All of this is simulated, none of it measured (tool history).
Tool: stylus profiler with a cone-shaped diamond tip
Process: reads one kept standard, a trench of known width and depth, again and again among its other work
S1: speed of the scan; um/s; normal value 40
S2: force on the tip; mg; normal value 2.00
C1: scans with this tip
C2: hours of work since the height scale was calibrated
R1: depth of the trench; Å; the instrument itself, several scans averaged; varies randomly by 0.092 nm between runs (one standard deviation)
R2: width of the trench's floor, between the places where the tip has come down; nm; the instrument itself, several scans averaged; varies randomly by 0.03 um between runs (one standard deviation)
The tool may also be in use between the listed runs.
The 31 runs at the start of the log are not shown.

{"day": 100.367, "done": "new tip fitted, height scale calibrated"}
{"run": 32, "day": 102.871, "S1": 68, "S2": 2.73, "C1": 556, "C2": 47, "R1": 2034.8, "R2": 47690}
{"run": 33, "day": 107.392, "S1": 68, "S2": 2.73, "C1": 1558, "C2": 131, "R1": 2034.4, "R2": 47560}
{"run": 34, "day": 110.946, "S1": 68, "S2": 2.73, "C1": 2346, "C2": 197, "R1": 2036.0, "R2": 47460}
{"run": 35, "day": 114.633, "S1": 68, "S2": 2.73, "C1": 3164, "C2": 266, "R1": 2037.0, "R2": 47440}
{"run": 36, "day": 118.738, "S1": 68, "S2": 2.73, "C1": 4075, "C2": 342, "R1": 2036.9, "R2": 47300}
{"run": 37, "day": 122.971, "S1": 68, "S2": 2.73, "C1": 5014, "C2": 421, "R1": 2038.1, "R2": 47230}
{"run": 38, "day": 125.542, "S1": 68, "S2": 2.73, "C1": 5584, "C2": 469, "R1": 2037.9, "R2": 47210}
{"run": 39, "day": 130.379, "S1": 41, "S2": 2.41, "C1": 6657, "C2": 559, "R1": 2035.5, "R2": 47190}
{"run": 40, "day": 135.121, "S1": 130, "S2": 1.14, "C1": 7709, "C2": 648, "R1": 2024.5, "R2": 46410}
{"run": 41, "day": 137.5, "S1": 130, "S2": 1.14, "C1": 8236, "C2": 692, "R1": 2023.7, "R2": 46390}
{"run": 42, "day": 140.438, "S1": 130, "S2": 1.14, "C1": 8889, "C2": 747, "R1": 2024.5, "R2": 46320}
{"run": 43, "day": 144.571, "S1": 130, "S2": 1.14, "C1": 9805, "C2": 824, "R1": 2027.2, "R2": 46240}
{"run": 44, "day": 148.912, "S1": 91, "S2": 1.62, "C1": 10768, "C2": 905, "R1": 2029.8, "R2": 46640}
{"day": 150.567, "done": "new tip fitted, height scale calibrated"}
{"run": 45, "day": 152.438, "S1": 23, "S2": 3.39, "C1": 415, "C2": 35, "R1": 2041.2, "R2": 47850}
{"run": 46, "day": 155.775, "S1": 125, "S2": 5.03, "C1": 1156, "C2": 97, "R1": 2051.2, "R2": 47560}
{"run": 47, "day": 159.221, "S1": 125, "S2": 5.03, "C1": 1920, "C2": 161, "R1": 2053.3, "R2": 47450}

Consider 3 possible next runs. They are alternatives, not a sequence: every one starts from the tool as it was left by run 47. What does each give?
{"run": "A", "day": 161.667, "S1": 42, "S2": 2.44, "C1": 2463, "C2": 207, "R1": "?", "R2": "?"}
{"run": "B", "day": 161.667, "S1": 144, "S2": 0.9, "C1": 2463, "C2": 207, "R1": "?", "R2": "?"}
{"run": "C", "day": 161.667, "S1": 40, "S2": 2.56, "C1": 2463, "C2": 207, "R1": "?", "R2": "?"}

run=A R1=2032.8 R2=47590
run=B R1=2017.5 R2=46620
run=C R1=2033.1 R2=47600
Take away the tool's hidden state, keep each run's random variation, and the runs would have read:
run=A R1=2031.8 R2=47860
run=B R1=2016.5 R2=46880
run=C R1=2032.1 R2=47870

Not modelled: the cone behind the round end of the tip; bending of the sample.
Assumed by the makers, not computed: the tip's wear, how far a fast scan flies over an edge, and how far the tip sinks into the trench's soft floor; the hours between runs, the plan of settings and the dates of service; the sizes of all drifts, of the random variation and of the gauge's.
